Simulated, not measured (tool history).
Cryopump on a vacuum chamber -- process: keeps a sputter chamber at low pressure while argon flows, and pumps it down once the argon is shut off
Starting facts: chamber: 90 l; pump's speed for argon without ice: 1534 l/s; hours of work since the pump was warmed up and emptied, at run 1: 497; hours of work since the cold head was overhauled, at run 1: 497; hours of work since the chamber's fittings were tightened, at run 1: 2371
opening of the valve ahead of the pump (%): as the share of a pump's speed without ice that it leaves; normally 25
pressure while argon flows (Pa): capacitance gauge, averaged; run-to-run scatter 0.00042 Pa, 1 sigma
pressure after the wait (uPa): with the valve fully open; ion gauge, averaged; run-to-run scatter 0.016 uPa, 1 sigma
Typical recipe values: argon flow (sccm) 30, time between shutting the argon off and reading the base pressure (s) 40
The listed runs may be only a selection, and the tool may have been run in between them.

run,hour,argon flow (sccm),time between shutting the argon off and reading the base pressure (s),opening of the valve ahead of the pump (%),hours of work since the pump was warmed up and emptied,hours of work since the cold head was overhauled,hours of work since the chamber's fittings were tightened,pressure while argon flows (Pa),pressure after the wait (uPa)
1,0.0,30,40,25,497,497,2371,0.1348,2.29
2,20.5,30,40,25,513,513,2386,0.1352,2.31
3,39.0,30,40,25,527,527,2400,0.1354,2.32
4,55.7,30,40,25,539,539,2413,0.1357,2.30
5,76.6,30,149,25,555,555,2428,0.1348,0.96
6,86.2,30,40,20,562,562,2436,0.1678,2.32
7,106.6,30,40,20,578,578,2451,0.1685,2.33
8,116.2,30,266,25,585,585,2458,0.1352,0.71
9,132.9,30,266,25,597,597,2471,0.1354,0.73
10,143.5,30,40,25,605,605,2479,0.1360,2.32
11,161.3,30,40,25,619,619,2492,0.1360,2.30
12,183.4,30,62,25,635,635,2509,0.1359,1.64
13,193.5,30,40,44,643,643,2516,0.0790,2.32
14,211.9,30,40,20,657,657,2530,0.1688,2.35
15,225.8,30,47,25,667,667,2541,0.1365,2.08
16,241.8,30,47,25,679,679,2553,0.1365,2.06
17,254.2,30,47,41,689,689,2562,0.0841,2.04
18,272.6,30,40,37,702,702,2576,0.0937,2.34
19,287.3,24,40,20,713,713,2587,0.1352,2.31

Expected results for the next run?
20,305.3,22,118,32,727,727,2601,?,?

{"run 20": {"pressure while argon flows (Pa)": 0.0787, "pressure after the wait (uPa)": 1.09}}
Without the tool's hidden state the same run would have given pressure while argon flows (Pa) 0.0755, pressure after the wait (uPa) 0.84.
